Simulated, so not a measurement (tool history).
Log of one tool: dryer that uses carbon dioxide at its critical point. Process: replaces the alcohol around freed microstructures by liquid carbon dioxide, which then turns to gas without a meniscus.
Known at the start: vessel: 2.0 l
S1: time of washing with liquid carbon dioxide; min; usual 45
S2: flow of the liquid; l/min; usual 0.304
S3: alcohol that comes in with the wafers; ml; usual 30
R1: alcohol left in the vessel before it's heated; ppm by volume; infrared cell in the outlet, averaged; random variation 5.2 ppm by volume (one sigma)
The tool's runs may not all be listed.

run	hour	S1	S2	S3	R1
1	0	45	0.304	30	252
2	14.7	45	0.304	75	530
# hour 22.4: inlet filter changed
3	24.7	45	0.202	30	628
4	33.9	45	0.304	30	184
5	51.7	45	0.304	30	194
6	60.6	45	0.304	30	202
7	70.1	45	0.304	30	197
8	88	45	0.304	30	201
9	100.2	45	0.304	30	213
10	119.6	45	0.304	30	229
11	136.2	45	0.304	30	237
12	150.3	45	0.304	57	336
13	169.8	45	0.304	30	257
14	189.2	45	0.304	30	261
15	201.8	45	0.304	30	266
16	219.6	45	0.304	30	281
17	232.7	45	0.304	30	286
18	241.7	45	0.304	30	276
19	251.6	45	0.304	30	296
20	267.9	45	0.304	43	351
21	281.2	45	0.304	24	268
22	297.4	45	0.304	35	353
23	314.5	45	0.304	35	344
24	323.2	38	0.304	65	849

The next listed run, before its measurement:
25	340.2	66	0.413	111	?

{"run 25": {"R1": 194}}
Without the tool's hidden state the same run would have given R1 4 ppm by volume.
